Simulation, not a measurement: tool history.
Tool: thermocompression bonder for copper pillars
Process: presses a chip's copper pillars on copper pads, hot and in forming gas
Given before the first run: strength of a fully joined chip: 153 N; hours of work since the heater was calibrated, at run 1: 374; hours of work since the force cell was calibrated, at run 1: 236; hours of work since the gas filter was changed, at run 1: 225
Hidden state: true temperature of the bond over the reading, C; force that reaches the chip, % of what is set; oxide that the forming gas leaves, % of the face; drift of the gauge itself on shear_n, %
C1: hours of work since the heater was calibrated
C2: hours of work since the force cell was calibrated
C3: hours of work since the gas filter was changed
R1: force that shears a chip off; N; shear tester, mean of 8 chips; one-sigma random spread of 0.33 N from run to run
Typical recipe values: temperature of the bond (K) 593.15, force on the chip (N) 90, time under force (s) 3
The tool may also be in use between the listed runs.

{"run": 1, "hour": 0.0, "temperature of the bond (K)": 593.15, "force on the chip (N)": 90, "time under force (s)": 3, "C1": 374, "C2": 236, "C3": 225, "R1": 56.2}
{"run": 2, "hour": 7.1, "temperature of the bond (K)": 593.15, "force on the chip (N)": 90, "time under force (s)": 3, "C1": 377, "C2": 239, "C3": 228, "R1": 55.3}
{"run": 3, "hour": 20.4, "temperature of the bond (K)": 593.15, "force on the chip (N)": 90, "time under force (s)": 3, "C1": 383, "C2": 245, "C3": 233, "R1": 55.6}
{"run": 4, "hour": 30.1, "temperature of the bond (K)": 593.15, "force on the chip (N)": 63, "time under force (s)": 3, "C1": 387, "C2": 249, "C3": 237, "R1": 40.9}
{"run": 5, "hour": 44.0, "temperature of the bond (K)": 570.15, "force on the chip (N)": 63, "time under force (s)": 3, "C1": 393, "C2": 255, "C3": 243, "R1": 29.8}
{"run": 6, "hour": 52.7, "temperature of the bond (K)": 570.15, "force on the chip (N)": 63, "time under force (s)": 3, "C1": 396, "C2": 259, "C3": 247, "R1": 30.3}
{"run": 7, "hour": 61.6, "temperature of the bond (K)": 599.15, "force on the chip (N)": 90, "time under force (s)": 3, "C1": 400, "C2": 263, "C3": 251, "R1": 59.5}
{"run": 8, "hour": 75.6, "temperature of the bond (K)": 599.15, "force on the chip (N)": 90, "time under force (s)": 3, "C1": 406, "C2": 269, "C3": 257, "R1": 59.2}
{"run": 9, "hour": 81.3, "temperature of the bond (K)": 599.15, "force on the chip (N)": 90, "time under force (s)": 3, "C1": 409, "C2": 271, "C3": 259, "R1": 59.5}
{"run": 10, "hour": 93.9, "temperature of the bond (K)": 593.15, "force on the chip (N)": 90, "time under force (s)": 2, "C1": 414, "C2": 277, "C3": 265, "R1": 47.0}
{"run": 11, "hour": 101.9, "temperature of the bond (K)": 593.15, "force on the chip (N)": 90, "time under force (s)": 3, "C1": 418, "C2": 280, "C3": 268, "R1": 55.4}
{"run": 12, "hour": 108.4, "temperature of the bond (K)": 593.15, "force on the chip (N)": 90, "time under force (s)": 3, "C1": 420, "C2": 283, "C3": 271, "R1": 55.0}
{"run": 13, "hour": 115.9, "temperature of the bond (K)": 593.15, "force on the chip (N)": 130, "time under force (s)": 3, "C1": 424, "C2": 286, "C3": 274, "R1": 73.5}
{"hour": 120.8, "done": "forming gas filter changed"}
{"run": 14, "hour": 128.7, "temperature of the bond (K)": 593.15, "force on the chip (N)": 130, "time under force (s)": 6, "C1": 429, "C2": 291, "C3": 3, "R1": 94.5}
{"run": 15, "hour": 137.7, "temperature of the bond (K)": 593.15, "force on the chip (N)": 130, "time under force (s)": 6, "C1": 433, "C2": 295, "C3": 7, "R1": 95.9}
{"run": 16, "hour": 149.7, "temperature of the bond (K)": 593.15, "force on the chip (N)": 130, "time under force (s)": 6, "C1": 438, "C2": 300, "C3": 12, "R1": 94.9}
{"run": 17, "hour": 160.4, "temperature of the bond (K)": 593.15, "force on the chip (N)": 90, "time under force (s)": 3, "C1": 442, "C2": 305, "C3": 17, "R1": 57.6}
{"run": 18, "hour": 168.7, "temperature of the bond (K)": 593.15, "force on the chip (N)": 90, "time under force (s)": 3, "C1": 446, "C2": 309, "C3": 21, "R1": 57.0}
{"run": 19, "hour": 177.7, "temperature of the bond (K)": 574.15, "force on the chip (N)": 90, "time under force (s)": 3, "C1": 450, "C2": 312, "C3": 24, "R1": 44.9}
{"run": 20, "hour": 187.9, "temperature of the bond (K)": 574.15, "force on the chip (N)": 78, "time under force (s)": 3, "C1": 454, "C2": 317, "C3": 29, "R1": 39.9}
{"run": 21, "hour": 199.8, "temperature of the bond (K)": 565.15, "force on the chip (N)": 73, "time under force (s)": 3, "C1": 459, "C2": 322, "C3": 34, "R1": 33.0}
{"run": 22, "hour": 206.6, "temperature of the bond (K)": 565.15, "force on the chip (N)": 73, "time under force (s)": 3, "C1": 462, "C2": 325, "C3": 37, "R1": 33.0}
{"run": 23, "hour": 217.4, "temperature of the bond (K)": 565.15, "force on the chip (N)": 108, "time under force (s)": 3, "C1": 467, "C2": 329, "C3": 42, "R1": 46.9}
{"run": 24, "hour": 226.9, "temperature of the bond (K)": 565.15, "force on the chip (N)": 134, "time under force (s)": 3, "C1": 471, "C2": 334, "C3": 46, "R1": 55.9}
{"run": 25, "hour": 240.4, "temperature of the bond (K)": 594.15, "force on the chip (N)": 127, "time under force (s)": 4, "C1": 477, "C2": 339, "C3": 51, "R1": 82.2}
{"run": 26, "hour": 249.9, "temperature of the bond (K)": 593.15, "force on the chip (N)": 56, "time under force (s)": 3, "C1": 481, "C2": 343, "C3": 55, "R1": 38.3}
{"run": 27, "hour": 262.3, "temperature of the bond (K)": 613.15, "force on the chip (N)": 96, "time under force (s)": 7, "C1": 486, "C2": 349, "C3": 61, "R1": 96.7}
{"run": 28, "hour": 272.9, "temperature of the bond (K)": 574.15, "force on the chip (N)": 91, "time under force (s)": 5, "C1": 491, "C2": 353, "C3": 65, "R1": 55.9}
{"run": 29, "hour": 285.1, "temperature of the bond (K)": 601.15, "force on the chip (N)": 90, "time under force (s)": 3, "C1": 496, "C2": 359, "C3": 71, "R1": 61.7}
{"run": 30, "hour": 292.5, "temperature of the bond (K)": 572.15, "force on the chip (N)": 58, "time under force (s)": 3, "C1": 499, "C2": 362, "C3": 74, "R1": 29.1}
{"run": 31, "hour": 298.7, "temperature of the bond (K)": 572.15, "force on the chip (N)": 58, "time under force (s)": 3, "C1": 502, "C2": 364, "C3": 76, "R1": 29.2}
{"run": 32, "hour": 311.9, "temperature of the bond (K)": 572.15, "force on the chip (N)": 58, "time under force (s)": 3, "C1": 508, "C2": 370, "C3": 82, "R1": 29.1}
{"run": 33, "hour": 322.6, "temperature of the bond (K)": 577.15, "force on the chip (N)": 90, "time under force (s)": 3, "C1": 512, "C2": 375, "C3": 87, "R1": 46.8}
{"run": 34, "hour": 333.3, "temperature of the bond (K)": 577.15, "force on the chip (N)": 90, "time under force (s)": 3, "C1": 517, "C2": 379, "C3": 91, "R1": 46.3}
{"run": 35, "hour": 341.3, "temperature of the bond (K)": 593.15, "force on the chip (N)": 134, "time under force (s)": 3, "C1": 520, "C2": 383, "C3": 95, "R1": 76.6}
{"run": 36, "hour": 347.3, "temperature of the bond (K)": 618.15, "force on the chip (N)": 81, "time under force (s)": 3, "C1": 523, "C2": 385, "C3": 97, "R1": 67.8}
{"run": 37, "hour": 357.6, "temperature of the bond (K)": 588.15, "force on the chip (N)": 120, "time under force (s)": 8, "C1": 527, "C2": 390, "C3": 102, "R1": 92.5}
{"run": 38, "hour": 363.4, "temperature of the bond (K)": 593.15, "force on the chip (N)": 90, "time under force (s)": 5, "C1": 530, "C2": 392, "C3": 104, "R1": 69.1}
{"run": 39, "hour": 372.3, "temperature of the bond (K)": 593.15, "force on the chip (N)": 90, "time under force (s)": 5, "C1": 533, "C2": 396, "C3": 108, "R1": 68.2}
{"run": 40, "hour": 385.4, "temperature of the bond (K)": 593.15, "force on the chip (N)": 67, "time under force (s)": 3, "C1": 539, "C2": 402, "C3": 114, "R1": 44.2}

Consider 3 possible next runs. They are alternatives, not a sequence: every one starts from the tool as it was left by run 40. What does each give?
{"run": "A", "hour": 396.9, "temperature of the bond (K)": 609.15, "force on the chip (N)": 90, "time under force (s)": 4, "C1": 544, "C2": 407, "C3": 119, "R1": "?"}
{"run": "B", "hour": 396.9, "temperature of the bond (K)": 584.15, "force on the chip (N)": 66, "time under force (s)": 5, "C1": 544, "C2": 407, "C3": 119, "R1": "?"}
{"run": "C", "hour": 396.9, "temperature of the bond (K)": 593.15, "force on the chip (N)": 68, "time under force (s)": 7, "C1": 544, "C2": 407, "C3": 119, "R1": "?"}

run=A R1=74.3
run=B R1=48.3
run=C R1=62.5
Take away the tool's hidden state, keep each run's random variation, and the runs would have read:
run=A R1=76.3
run=B R1=49.9
run=C R1=64.3
